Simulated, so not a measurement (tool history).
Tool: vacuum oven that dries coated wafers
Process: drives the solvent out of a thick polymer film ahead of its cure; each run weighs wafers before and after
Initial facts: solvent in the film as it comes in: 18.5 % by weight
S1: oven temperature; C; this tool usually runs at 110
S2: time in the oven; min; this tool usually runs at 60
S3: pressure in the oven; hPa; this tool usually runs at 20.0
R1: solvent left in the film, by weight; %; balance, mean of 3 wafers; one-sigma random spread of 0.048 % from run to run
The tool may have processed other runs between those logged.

run,hour,S1,S2,S3,R1
1,0.0,110,60,20.0,6.23
2,13.1,110,60,20.0,6.21
3,24.0,110,60,20.0,6.18
4,44.8,110,60,20.0,6.18
5,64.8,110,60,19.6,6.20
6,84.9,110,60,42.5,8.51
7,100.5,110,60,42.5,8.50
8,118.2,110,60,42.5,8.40
9,133.3,110,60,42.5,8.52
10,142.5,110,60,14.3,5.76
11,162.5,110,57,20.0,6.54
12,183.2,110,60,14.6,5.71
13,197.2,110,60,20.0,6.27
14,207.5,110,60,23.8,6.65
15,218.6,110,60,23.8,6.77
16,238.3,110,60,23.8,6.69
17,251.0,110,60,20.0,6.38
18,271.1,110,60,35.3,7.82
19,280.5,110,60,35.3,7.81
20,297.4,110,60,35.3,7.92
21,317.3,110,43,20.0,7.89
22,332.6,124,43,20.0,4.00
23,348.3,124,43,20.0,3.91
24,357.9,110,33,20.0,8.95
25,376.2,121,79,53.6,5.50
26,386.2,121,79,53.6,5.58
27,398.8,102,46,17.2,9.78
28,408.9,102,46,19.8,10.07
29,427.5,110,60,41.9,8.49
30,440.9,99,60,32.5,11.21
31,453.0,121,35,32.5,6.60
32,464.7,111,35,53.0,11.29
33,479.9,113,101,20.0,3.60
34,496.6,113,101,20.0,3.65
35,516.0,113,101,20.0,3.57
36,527.4,118,31,20.0,7.22
37,541.2,118,31,14.9,6.89
38,559.7,110,34,18.6,8.93
39,571.3,110,97,29.2,5.65
40,581.5,120,38,11.7,5.11
41,591.8,120,80,24.5,3.28
42,605.9,96,64,30.6,11.68
43,619.8,108,35,52.1,12.01
44,640.0,108,35,52.1,12.08
45,654.1,110,32,28.3,9.94
46,667.3,110,32,28.3,9.91
47,684.7,114,32,16.7,8.02

Selected run-to-run steps in R1, each split into two signed amounts: the part the tool would show with no hidden state at all (from settings, incoming material and random variation), and the remainder, which goes to the hidden state together with any gauge scatter not common to the measured and the hidden-state-free results:
Unlogged tool condition in this case: true wafer temperature over the reading, C; true pressure over the reading, kPa; drift of the gauge itself on solvent_pct, %.
Run 23 -> 24: S1 124 -> 110, S2 43 -> 33. R1 +5.04 %: hidden state +0.06, all else +4.98.
Run 30 -> 31: S1 99 -> 121, S2 60 -> 35. R1 -4.61 %: hidden state -0.11, all else -4.50.
Run 32 -> 33: S1 111 -> 113, S2 35 -> 101, S3 53.0 -> 20.0. R1 -7.69 %: hidden state -0.06, all else -7.63.
Run 39 -> 40: S1 110 -> 120, S2 97 -> 38, S3 29.2 -> 11.7. R1 -0.54 %: hidden state -0.10, all else -0.44.
Run 41 -> 42: S1 120 -> 96, S2 80 -> 64, S3 24.5 -> 30.6. R1 +8.40 %: hidden state +0.22, all else +8.18.
